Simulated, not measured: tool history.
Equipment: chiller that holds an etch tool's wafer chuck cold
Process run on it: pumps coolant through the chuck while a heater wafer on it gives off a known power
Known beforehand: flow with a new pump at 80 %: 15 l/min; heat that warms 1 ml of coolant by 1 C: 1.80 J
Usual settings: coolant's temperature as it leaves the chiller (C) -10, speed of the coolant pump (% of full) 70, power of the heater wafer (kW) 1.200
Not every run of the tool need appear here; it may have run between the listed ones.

run	hour	coolant's temperature as it leaves the chiller (C)	speed of the coolant pump (% of full)	power of the heater wafer (kW)	chuck's temperature once it has settled (C)	how much warmer the coolant comes back (C)
1	0.0	-10	70	1.200	-1.52	3.11
2	81.8	-10	81	1.200	-2.24	2.71
3	150.9	-10	70	1.200	-1.49	3.11
4	209.9	-10	70	0.865	-3.74	2.25
5	290.4	-10	70	0.796	-4.23	2.08
6	371.6	-10	70	0.796	-4.11	2.08
7	443.3	-10	70	1.200	-1.26	3.14
8	515.8	-14	70	1.200	-5.26	3.15
9	590.9	-14	70	1.200	-5.29	3.16
# hour 596.6: chiller's thermometer calibrated
10	665.8	-10	70	1.200	-1.25	3.16
11	741.3	-10	88	1.729	1.02	3.59
12	785.8	-10	88	1.729	0.96	3.60
13	869.0	-10	88	1.729	1.20	3.62
14	931.3	-10	64	1.367	0.69	3.93
15	991.7	-16	95	1.146	-8.85	2.20
16	1052.9	-16	95	1.146	-8.96	2.22
# hour 1059.6: chiller's thermometer calibrated, once more
17	1090.1	-13	95	0.688	-8.81	1.34
18	1152.0	-12	85	1.751	-0.53	3.80
19	1226.1	-10	90	0.976	-3.72	1.99

3 ways to go on from here, each from the tool as it stands after run 19. What would each give?
A	1314.0	-5	93	0.966	?	?
B	1314.0	-14	70	0.797	?	?
C	1314.0	-2	70	0.757	?	?

run	chuck's temperature once it has settled (C)	how much warmer the coolant comes back (C)
A	1.15	1.94
B	-8.18	2.12
C	3.77	2.00
Had the tool no hidden state, the same runs would have come out as:
run	chuck's temperature once it has settled (C)	how much warmer the coolant comes back (C)
A	0.21	1.86
B	-9.10	2.04
C	2.90	1.92

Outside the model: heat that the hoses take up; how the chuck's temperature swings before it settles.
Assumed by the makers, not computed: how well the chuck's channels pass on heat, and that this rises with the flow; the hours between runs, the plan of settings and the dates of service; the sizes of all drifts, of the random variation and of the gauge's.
